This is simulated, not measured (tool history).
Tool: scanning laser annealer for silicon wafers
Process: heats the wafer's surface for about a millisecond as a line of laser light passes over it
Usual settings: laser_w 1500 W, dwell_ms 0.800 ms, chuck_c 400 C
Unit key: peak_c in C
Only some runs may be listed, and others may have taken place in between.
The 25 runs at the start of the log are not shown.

At day 6.462: window over the wafer cleaned, once more.
Run 26, day 6.550: usual settings but laser_w 1335 W, dwell_ms 0.749 ms, chuck_c 411 C. Result: peak_c 1059 C.
Run 27, day 6.771: usual settings but dwell_ms 0.942 ms. Result: peak_c 1250 C.
Run 28, day 7.067: usual settings but laser_w 1626 W, dwell_ms 0.616 ms. Result: peak_c 1158 C.
Run 29, day 7.421: usual settings but laser_w 1542 W, dwell_ms 0.841 ms, chuck_c 412 C. Result: peak_c 1241 C.
Run 30, day 7.571: usual settings but chuck_c 407 C. Result: peak_c 1186 C.
Run 31, day 7.762: usual settings but laser_w 1557 W, dwell_ms 0.575 ms, chuck_c 373 C. Result: peak_c 1060 C.
Run 32, day 8.071: usual settings but laser_w 1437 W, dwell_ms 0.724 ms, chuck_c 374 C. Result: peak_c 1073 C.
Run 33, day 8.429: usual settings but laser_w 1292 W, dwell_ms 0.938 ms, chuck_c 394 C. Result: peak_c 1089 C.
Run 34, day 8.646: usual settings but laser_w 1292 W, dwell_ms 0.938 ms, chuck_c 394 C. Result: peak_c 1091 C.

5 options for the next run, each taken on its own from the tool as it stands now. Forecast them:
Run A, day 8.912: usual settings but laser_w 1401 W, chuck_c 372 C. Result: peak_c ?.
Run B, day 8.912: usual settings but laser_w 1515 W, dwell_ms 0.640 ms, chuck_c 416 C. Result: peak_c ?.
Run C, day 8.912: usual settings but laser_w 1309 W, chuck_c 418 C. Result: peak_c ?.
Run D, day 8.912: usual settings but laser_w 1296 W, dwell_ms 0.628 ms, chuck_c 398 C. Result: peak_c ?.
Run E, day 8.912: usual settings but chuck_c 386 C. Result: peak_c ?.

run  peak_c
  A    1085
  B    1117
  C    1069
  D     965
  E    1164
Without the tool's hidden state the same runs would have given:
run  peak_c
  A    1092
  B    1124
  C    1075
  D     971
  E    1172

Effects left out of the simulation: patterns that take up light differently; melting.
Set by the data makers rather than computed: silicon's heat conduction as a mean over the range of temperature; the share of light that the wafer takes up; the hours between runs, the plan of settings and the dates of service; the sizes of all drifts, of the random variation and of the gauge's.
